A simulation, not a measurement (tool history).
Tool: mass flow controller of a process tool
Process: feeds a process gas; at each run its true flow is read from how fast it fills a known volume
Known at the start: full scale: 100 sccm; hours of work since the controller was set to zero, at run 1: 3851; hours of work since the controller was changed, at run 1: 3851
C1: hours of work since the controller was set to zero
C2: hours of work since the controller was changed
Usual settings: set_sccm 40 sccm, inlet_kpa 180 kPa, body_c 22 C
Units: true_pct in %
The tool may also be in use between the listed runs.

Run 1, hour 0.0: usual settings; C1 3851; C2 3851. Result: true_pct 99.77 %.
Run 2, hour 89.9: usual settings; C1 3917; C2 3917. Result: true_pct 99.86 %.
Run 3, hour 218.2: usual settings; C1 4011; C2 4011. Result: true_pct 99.89 %.
Run 4, hour 289.0: usual settings; C1 4063; C2 4063. Result: true_pct 99.99 %.
Run 5, hour 390.5: usual settings; C1 4138; C2 4138. Result: true_pct 99.89 %.
Run 6, hour 468.5: usual settings but body_c 28 C; C1 4195; C2 4195. Result: true_pct 99.45 %.
Run 7, hour 587.8: usual settings but body_c 28 C; C1 4283; C2 4283. Result: true_pct 99.40 %.
Run 8, hour 678.1: usual settings but body_c 28 C; C1 4349; C2 4349. Result: true_pct 99.67 %.
Run 9, hour 733.9: usual settings but body_c 28 C; C1 4390; C2 4390. Result: true_pct 99.52 %.
Run 10, hour 849.7: usual settings but body_c 28 C; C1 4475; C2 4475. Result: true_pct 99.60 %.
Run 11, hour 980.8: usual settings but set_sccm 13 sccm; C1 4572; C2 4572. Result: true_pct 101.00 %.
Run 12, hour 1111.5: usual settings but inlet_kpa 182 kPa; C1 4668; C2 4668. Result: true_pct 100.06 %.
Run 13, hour 1184.4: usual settings but inlet_kpa 182 kPa; C1 4721; C2 4721. Result: true_pct 100.09 %.
Run 14, hour 1292.7: usual settings but inlet_kpa 182 kPa; C1 4801; C2 4801. Result: true_pct 100.14 %.
Run 15, hour 1422.3: usual settings but inlet_kpa 203 kPa; C1 4896; C2 4896. Result: true_pct 100.29 %.
Run 16, hour 1505.7: usual settings but inlet_kpa 203 kPa; C1 4957; C2 4957. Result: true_pct 100.22 %.
Run 17, hour 1588.8: usual settings but inlet_kpa 183 kPa; C1 5018; C2 5018. Result: true_pct 100.14 %.
Run 18, hour 1696.2: usual settings but body_c 24 C; C1 5097; C2 5097. Result: true_pct 99.98 %.
At hour 1806.2: controller's zero set anew.
Run 19, hour 1814.6: usual settings but body_c 24 C; C1 6; C2 5184. Result: true_pct 100.32 %.
Run 20, hour 1943.9: usual settings but body_c 33 C; C1 101; C2 5279. Result: true_pct 99.59 %.
Run 21, hour 2014.5: usual settings but body_c 33 C; C1 153; C2 5331. Result: true_pct 99.78 %.
Run 22, hour 2134.5: usual settings but inlet_kpa 163 kPa; C1 241; C2 5419. Result: true_pct 100.29 %.
Run 23, hour 2224.8: usual settings but set_sccm 11 sccm, inlet_kpa 163 kPa, body_c 29 C; C1 308; C2 5486. Result: true_pct 102.16 %.
At hour 2257.8: controller's zero set anew, once more.
Run 24, hour 2338.3: usual settings but set_sccm 11 sccm, inlet_kpa 163 kPa, body_c 29 C; C1 59; C2 5569. Result: true_pct 98.60 %.
Run 25, hour 2462.4: usual settings but set_sccm 13 sccm, inlet_kpa 145 kPa; C1 150; C2 5660. Result: true_pct 98.85 %.
Run 26, hour 2570.0: usual settings but inlet_kpa 145 kPa, body_c 34 C; C1 229; C2 5739. Result: true_pct 98.57 %.
Run 27, hour 2703.9: usual settings but set_sccm 18 sccm, inlet_kpa 208 kPa, body_c 32 C; C1 328; C2 5837. Result: true_pct 98.59 %.
Run 28, hour 2818.5: usual settings but set_sccm 12 sccm, inlet_kpa 241 kPa, body_c 37 C; C1 412; C2 5921. Result: true_pct 98.56 %.
Run 29, hour 2934.2: usual settings but set_sccm 43 sccm, inlet_kpa 164 kPa, body_c 36 C; C1 497; C2 6006. Result: true_pct 98.66 %.
Run 30, hour 3041.3: usual settings but set_sccm 43 sccm, inlet_kpa 164 kPa, body_c 36 C; C1 576; C2 6085. Result: true_pct 98.73 %.
Run 31, hour 3151.8: usual settings but set_sccm 24 sccm, inlet_kpa 202 kPa; C1 657; C2 6166. Result: true_pct 99.44 %.
Run 32, hour 3257.8: usual settings but set_sccm 24 sccm, inlet_kpa 202 kPa; C1 735; C2 6244. Result: true_pct 99.65 %.
Run 33, hour 3340.6: usual settings but inlet_kpa 259 kPa, body_c 34 C; C1 796; C2 6305. Result: true_pct 99.32 %.
Run 34, hour 3414.7: usual settings but inlet_kpa 259 kPa, body_c 34 C; C1 850; C2 6360. Result: true_pct 99.37 %.
Run 35, hour 3490.2: usual settings but inlet_kpa 147 kPa, body_c 36 C; C1 906; C2 6415. Result: true_pct 98.62 %.
Run 36, hour 3582.8: usual settings but inlet_kpa 147 kPa, body_c 36 C; C1 974; C2 6483. Result: true_pct 98.52 %.
Run 37, hour 3674.1: usual settings but inlet_kpa 147 kPa, body_c 36 C; C1 1041; C2 6550. Result: true_pct 98.54 %.
Run 38, hour 3798.7: usual settings but inlet_kpa 147 kPa, body_c 36 C; C1 1132; C2 6642. Result: true_pct 98.54 %.
Run 39, hour 3864.3: usual settings but set_sccm 33 sccm, inlet_kpa 244 kPa, body_c 39 C; C1 1181; C2 6690. Result: true_pct 98.78 %.
Run 40, hour 3931.5: usual settings but set_sccm 19 sccm, inlet_kpa 244 kPa, body_c 28 C; C1 1230; C2 6739. Result: true_pct 99.44 %.

Forecast each of these 5 alternatives for the next run:
Run A, hour 4056.1: usual settings but set_sccm 16 sccm, inlet_kpa 196 kPa, body_c 28 C; C1 1322; C2 6831. Result: true_pct ?.
Run B, hour 4056.1: usual settings but set_sccm 37 sccm, inlet_kpa 163 kPa, body_c 33 C; C1 1322; C2 6831. Result: true_pct ?.
Run C, hour 4056.1: usual settings but set_sccm 81 sccm, body_c 34 C; C1 1322; C2 6831. Result: true_pct ?.
Run D, hour 4056.1: usual settings but set_sccm 26 sccm, inlet_kpa 244 kPa, body_c 28 C; C1 1322; C2 6831. Result: true_pct ?.
Run E, hour 4056.1: usual settings but set_sccm 19 sccm, inlet_kpa 201 kPa, body_c 28 C; C1 1322; C2 6831. Result: true_pct ?.

run  true_pct
  A     99.34
  B     99.00
  C     99.81
  D     99.49
  E     99.22
Without the tool's hidden state the same runs would have given:
run  true_pct
  A     97.81
  B     97.83
  C     98.80
  D     98.21
  E     97.78
